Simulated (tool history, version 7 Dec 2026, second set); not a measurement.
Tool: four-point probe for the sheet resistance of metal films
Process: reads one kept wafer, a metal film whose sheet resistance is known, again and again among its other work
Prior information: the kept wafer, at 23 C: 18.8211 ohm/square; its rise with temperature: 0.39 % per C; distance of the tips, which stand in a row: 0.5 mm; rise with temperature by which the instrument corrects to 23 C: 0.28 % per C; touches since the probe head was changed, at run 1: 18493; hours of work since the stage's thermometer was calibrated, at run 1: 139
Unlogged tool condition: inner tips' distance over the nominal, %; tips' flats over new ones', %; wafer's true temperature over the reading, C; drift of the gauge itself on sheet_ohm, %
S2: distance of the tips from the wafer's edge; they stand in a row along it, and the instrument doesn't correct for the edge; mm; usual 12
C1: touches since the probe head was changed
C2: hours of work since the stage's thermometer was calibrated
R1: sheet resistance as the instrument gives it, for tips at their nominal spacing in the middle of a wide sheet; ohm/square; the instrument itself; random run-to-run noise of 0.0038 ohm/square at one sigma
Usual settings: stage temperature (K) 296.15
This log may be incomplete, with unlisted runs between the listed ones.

{"run": 1, "day": 0.0, "stage temperature (K)": 296.15, "S2": 12, "C1": 18493, "C2": 139, "R1": 18.755315}
{"run": 2, "day": 1.558, "stage temperature (K)": 296.15, "S2": 5, "C1": 19225, "C2": 156, "R1": 18.821468}
{"run": 3, "day": 3.317, "stage temperature (K)": 301.15, "S2": 12, "C1": 20052, "C2": 175, "R1": 18.847357}
{"run": 4, "day": 4.504, "stage temperature (K)": 296.15, "S2": 12, "C1": 20610, "C2": 188, "R1": 18.74304}
{"run": 5, "day": 6.646, "stage temperature (K)": 296.15, "S2": 12, "C1": 21615, "C2": 212, "R1": 18.746286}
{"run": 6, "day": 7.738, "stage temperature (K)": 293.15, "S2": 12, "C1": 22128, "C2": 224, "R1": 18.683669}
{"run": 7, "day": 8.954, "stage temperature (K)": 293.15, "S2": 12, "C1": 22701, "C2": 237, "R1": 18.683763}
{"run": 8, "day": 11.0, "stage temperature (K)": 293.15, "S2": 12, "C1": 23661, "C2": 260, "R1": 18.678199}
{"run": 9, "day": 13.071, "stage temperature (K)": 292.15, "S2": 12, "C1": 24635, "C2": 283, "R1": 18.660906}
{"run": 10, "day": 14.467, "stage temperature (K)": 292.15, "S2": 12, "C1": 25290, "C2": 298, "R1": 18.660924}
{"run": 11, "day": 15.675, "stage temperature (K)": 292.15, "S2": 12, "C1": 25858, "C2": 311, "R1": 18.658994}
{"run": 12, "day": 17.412, "stage temperature (K)": 296.15, "S2": 14, "C1": 26675, "C2": 330, "R1": 18.738868}
{"run": 13, "day": 19.167, "stage temperature (K)": 296.15, "S2": 14, "C1": 27498, "C2": 350, "R1": 18.73334}
{"run": 14, "day": 21.279, "stage temperature (K)": 296.15, "S2": 14, "C1": 28490, "C2": 373, "R1": 18.743281}
{"run": 15, "day": 22.15, "stage temperature (K)": 296.15, "S2": 12, "C1": 28901, "C2": 383, "R1": 18.739026}
{"run": 16, "day": 23.912, "stage temperature (K)": 296.15, "S2": 12, "C1": 29727, "C2": 402, "R1": 18.742925}
{"run": 17, "day": 25.712, "stage temperature (K)": 296.15, "S2": 12, "C1": 30573, "C2": 422, "R1": 18.744853}
{"run": 18, "day": 27.821, "stage temperature (K)": 296.15, "S2": 12, "C1": 31564, "C2": 445, "R1": 18.739131}
{"run": 19, "day": 29.588, "stage temperature (K)": 296.15, "S2": 12, "C1": 32395, "C2": 464, "R1": 18.746641}
{"run": 20, "day": 30.512, "stage temperature (K)": 296.15, "S2": 12, "C1": 32829, "C2": 475, "R1": 18.744798}
{"run": 21, "day": 31.458, "stage temperature (K)": 296.15, "S2": 12, "C1": 33274, "C2": 485, "R1": 18.746322}
{"run": 22, "day": 33.4, "stage temperature (K)": 296.15, "S2": 12, "C1": 34185, "C2": 506, "R1": 18.740251}
{"run": 23, "day": 34.792, "stage temperature (K)": 301.15, "S2": 12, "C1": 34839, "C2": 522, "R1": 18.837098}
{"run": 24, "day": 36.558, "stage temperature (K)": 292.15, "S2": 51, "C1": 35668, "C2": 541, "R1": 18.649912}
{"run": 25, "day": 37.917, "stage temperature (K)": 307.15, "S2": 21, "C1": 36307, "C2": 556, "R1": 18.955437}
{"run": 26, "day": 39.962, "stage temperature (K)": 298.15, "S2": 29, "C1": 37268, "C2": 579, "R1": 18.76722}
{"run": 27, "day": 41.108, "stage temperature (K)": 298.15, "S2": 29, "C1": 37806, "C2": 591, "R1": 18.767724}
{"run": 28, "day": 43.15, "stage temperature (K)": 296.15, "S2": 46, "C1": 38766, "C2": 614, "R1": 18.729884}
{"run": 29, "day": 45.121, "stage temperature (K)": 307.15, "S2": 7, "C1": 39692, "C2": 635, "R1": 19.00029}
{"run": 30, "day": 46.404, "stage temperature (K)": 307.15, "S2": 45, "C1": 40295, "C2": 649, "R1": 18.944241}
{"run": 31, "day": 47.738, "stage temperature (K)": 292.15, "S2": 25, "C1": 40922, "C2": 664, "R1": 18.648009}
{"run": 32, "day": 49.008, "stage temperature (K)": 305.15, "S2": 14, "C1": 41518, "C2": 678, "R1": 18.914578}
{"run": 33, "day": 50.85, "stage temperature (K)": 303.15, "S2": 3, "C1": 42384, "C2": 698, "R1": 19.142909}
{"run": 34, "day": 51.808, "stage temperature (K)": 303.15, "S2": 3, "C1": 42835, "C2": 709, "R1": 19.148014}
{"run": 35, "day": 53.733, "stage temperature (K)": 297.15, "S2": 38, "C1": 43738, "C2": 730, "R1": 18.747814}
{"run": 36, "day": 55.404, "stage temperature (K)": 296.15, "S2": 20, "C1": 44522, "C2": 748, "R1": 18.73536}
{"run": 37, "day": 56.562, "stage temperature (K)": 295.15, "S2": 18, "C1": 45067, "C2": 761, "R1": 18.715303}
{"run": 38, "day": 58.417, "stage temperature (K)": 295.15, "S2": 18, "C1": 45939, "C2": 782, "R1": 18.709738}
{"run": 39, "day": 59.354, "stage temperature (K)": 295.15, "S2": 18, "C1": 46378, "C2": 792, "R1": 18.717596}
{"run": 40, "day": 60.258, "stage temperature (K)": 296.15, "S2": 60, "C1": 46803, "C2": 802, "R1": 18.730147}
{"run": 41, "day": 61.317, "stage temperature (K)": 300.15, "S2": 41, "C1": 47300, "C2": 813, "R1": 18.80706}
{"run": 42, "day": 62.725, "stage temperature (K)": 300.15, "S2": 41, "C1": 47962, "C2": 829, "R1": 18.811009}

Per-run results on a tool with no hidden state, each run keeping its own random variation:
run=1 R1=18.848854
run=2 R1=18.915302
run=3 R1=18.941528
run=4 R1=18.836619
run=5 R1=18.839895
run=6 R1=18.776907
run=7 R1=18.776980
run=8 R1=18.771380
run=9 R1=18.754043
run=10 R1=18.754085
run=11 R1=18.752155
run=12 R1=18.832643
run=13 R1=18.827102
run=14 R1=18.837163
run=15 R1=18.832934
run=16 R1=18.836945
run=17 R1=18.838925
run=18 R1=18.833228
run=19 R1=18.840851
run=20 R1=18.839017
run=21 R1=18.840532
run=22 R1=18.834539
run=23 R1=18.932255
run=24 R1=18.743682
run=25 R1=19.051720
run=26 R1=18.862013
run=27 R1=18.862524
run=28 R1=18.824387
run=29 R1=19.096960
run=30 R1=19.040660
run=31 R1=18.741863
run=32 R1=19.010846
run=33 R1=19.240052
run=34 R1=19.245214
run=35 R1=18.842632
run=36 R1=18.830088
run=37 R1=18.809940
run=38 R1=18.804388
run=39 R1=18.812336
run=40 R1=18.825081
run=41 R1=18.902751
run=42 R1=18.906772
